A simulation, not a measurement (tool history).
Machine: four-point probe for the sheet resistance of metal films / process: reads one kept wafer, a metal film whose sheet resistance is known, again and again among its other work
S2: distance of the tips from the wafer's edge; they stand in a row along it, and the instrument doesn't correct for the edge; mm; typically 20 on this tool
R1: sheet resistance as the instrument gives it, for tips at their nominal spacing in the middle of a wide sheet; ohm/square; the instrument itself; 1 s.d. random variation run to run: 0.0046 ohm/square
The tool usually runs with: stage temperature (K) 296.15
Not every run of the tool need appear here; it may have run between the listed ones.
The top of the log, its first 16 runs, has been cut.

{"run": 17, "hour": 462.7, "stage temperature (K)": 292.15, "S2": 20, "R1": 23.104346}
{"run": 18, "hour": 478.2, "stage temperature (K)": 292.15, "S2": 20, "R1": 23.106063}
{"run": 19, "hour": 494.0, "stage temperature (K)": 299.15, "S2": 20, "R1": 23.015174}
{"run": 20, "hour": 512.7, "stage temperature (K)": 301.15, "S2": 45, "R1": 22.989606}
{"run": 21, "hour": 548.1, "stage temperature (K)": 306.15, "S2": 50, "R1": 22.935142}
{"run": 22, "hour": 564.0, "stage temperature (K)": 296.15, "S2": 26, "R1": 23.054611}
{"run": 23, "hour": 592.0, "stage temperature (K)": 298.15, "S2": 26, "R1": 23.038714}
{"run": 24, "hour": 621.4, "stage temperature (K)": 298.15, "S2": 26, "R1": 23.035862}
{"run": 25, "hour": 657.2, "stage temperature (K)": 305.15, "S2": 71, "R1": 22.956698}
{"run": 26, "hour": 680.3, "stage temperature (K)": 296.15, "S2": 18, "R1": 23.078228}
{"run": 27, "hour": 706.7, "stage temperature (K)": 296.15, "S2": 18, "R1": 23.088644}
{"run": 28, "hour": 731.7, "stage temperature (K)": 296.15, "S2": 18, "R1": 23.081085}
{"run": 29, "hour": 746.8, "stage temperature (K)": 298.15, "S2": 8, "R1": 23.129297}
{"run": 30, "hour": 779.5, "stage temperature (K)": 306.15, "S2": 23, "R1": 22.96962}
{"run": 31, "hour": 797.5, "stage temperature (K)": 306.15, "S2": 23, "R1": 22.967865}
{"run": 32, "hour": 819.9, "stage temperature (K)": 299.15, "S2": 38, "R1": 23.056294}
{"run": 33, "hour": 842.6, "stage temperature (K)": 306.15, "S2": 69, "R1": 22.972704}
{"run": 34, "hour": 871.6, "stage temperature (K)": 297.15, "S2": 5, "R1": 23.278547}
{"run": 35, "hour": 901.5, "stage temperature (K)": 299.15, "S2": 7, "R1": 23.166842}
{"run": 36, "hour": 922.9, "stage temperature (K)": 306.15, "S2": 4, "R1": 23.291409}

5 ways to go on from here, each from the tool as it stands after run 36. What would each give?
{"run": "A", "hour": 939.2, "stage temperature (K)": 300.15, "S2": 29, "R1": "?"}
{"run": "B", "hour": 939.2, "stage temperature (K)": 292.15, "S2": 17, "R1": "?"}
{"run": "C", "hour": 939.2, "stage temperature (K)": 297.15, "S2": 4, "R1": "?"}
{"run": "D", "hour": 939.2, "stage temperature (K)": 306.15, "S2": 15, "R1": "?"}
{"run": "E", "hour": 939.2, "stage temperature (K)": 298.15, "S2": 12, "R1": "?"}

run=A R1=23.05054
run=B R1=23.168892
run=C R1=23.390448
run=D R1=23.002748
run=E R1=23.108872
What these runs would have given with no unlogged condition in the tool:
run=A R1=22.910596
run=B R1=23.028465
run=C R1=23.248681
run=D R1=22.86294
run=E R1=22.968645

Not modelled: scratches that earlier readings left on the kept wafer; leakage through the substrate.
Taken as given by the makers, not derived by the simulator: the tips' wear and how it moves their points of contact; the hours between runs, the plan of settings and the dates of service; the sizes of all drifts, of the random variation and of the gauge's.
